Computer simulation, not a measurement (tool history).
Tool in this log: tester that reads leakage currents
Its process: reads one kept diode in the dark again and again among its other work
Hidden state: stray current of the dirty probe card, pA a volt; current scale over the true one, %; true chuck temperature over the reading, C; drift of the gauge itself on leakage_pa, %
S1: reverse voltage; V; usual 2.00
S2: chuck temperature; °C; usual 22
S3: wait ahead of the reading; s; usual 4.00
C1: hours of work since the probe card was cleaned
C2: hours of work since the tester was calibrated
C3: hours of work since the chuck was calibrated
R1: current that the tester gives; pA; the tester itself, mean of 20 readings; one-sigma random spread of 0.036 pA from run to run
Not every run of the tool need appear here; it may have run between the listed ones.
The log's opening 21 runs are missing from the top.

| run | day | S1 | S2 | S3 | C1 | C2 | C3 | R1 |
|---|---|---|---|---|---|---|---|---|
| 22 | 17.946 | 2.62 | 52 | 1.81 | 344 | 978 | 42 | 48.42 |
| 23 | 18.975 | 2.82 | 39 | 0.76 | 363 | 997 | 60 | 19.63 |
| 24 | 20.279 | 15.41 | 22 | 0.76 | 386 | 1020 | 84 | 15.07 |
| 25 | 21.262 | 10.99 | 28 | 4.00 | 404 | 1038 | 102 | 15.23 |
| 26 | 22.438 | 3.39 | 34 | 0.39 | 426 | 1060 | 124 | 15.50 |
| 27 | 23.621 | 3.82 | 53 | 0.67 | 447 | 1081 | 145 | 60.98 |
| 28 | 24.183 | 1.96 | 22 | 3.56 | 457 | 1091 | 155 | 4.25 |
| 29 | 24.762 | 1.96 | 22 | 3.56 | 468 | 1102 | 166 | 4.28 |
| 30 | 25.646 | 2.00 | 20 | 0.45 | 484 | 1118 | 182 | 4.49 |
| 31 | 26.762 | 2.00 | 20 | 0.45 | 504 | 1138 | 202 | 4.51 |
| 32 | 28.067 | 1.04 | 35 | 2.58 | 528 | 1162 | 226 | 9.08 |
| 33 | 29.246 | 1.04 | 35 | 2.58 | 550 | 1184 | 247 | 9.09 |
| 34 | 30.350 | 9.03 | 45 | 1.23 | 570 | 1204 | 268 | 49.45 |
| 35 | 31.358 | 10.17 | 35 | 3.37 | 588 | 1222 | 286 | 24.82 |
| 36 | 32.600 | 10.17 | 35 | 3.37 | 611 | 1245 | 308 | 24.87 |
| 37 | 33.546 | 10.17 | 35 | 3.37 | 628 | 1262 | 326 | 24.97 |
| 38 | 34.758 | 7.64 | 40 | 4.00 | 650 | 1284 | 348 | 31.40 |
| 39 | 35.817 | 3.17 | 34 | 2.73 | 669 | 1303 | 367 | 13.52 |

Below are 3 alternative next runs, each starting from the tool's condition after run 39. Predict each:
| A | 36.850 | 8.88 | 40 | 2.73 | 688 | 1322 | 386 | ? |
| B | 36.850 | 5.90 | 36 | 4.56 | 688 | 1322 | 386 | ? |
| C | 36.850 | 3.76 | 34 | 6.44 | 688 | 1322 | 386 | ? |

| run | R1 |
|---|---|
| A | 33.70 |
| B | 20.74 |
| C | 14.53 |
Had the tool no hidden state, the same runs would have come out as:
| run | R1 |
|---|---|
| A | 33.04 |
| B | 20.26 |
| C | 14.28 |

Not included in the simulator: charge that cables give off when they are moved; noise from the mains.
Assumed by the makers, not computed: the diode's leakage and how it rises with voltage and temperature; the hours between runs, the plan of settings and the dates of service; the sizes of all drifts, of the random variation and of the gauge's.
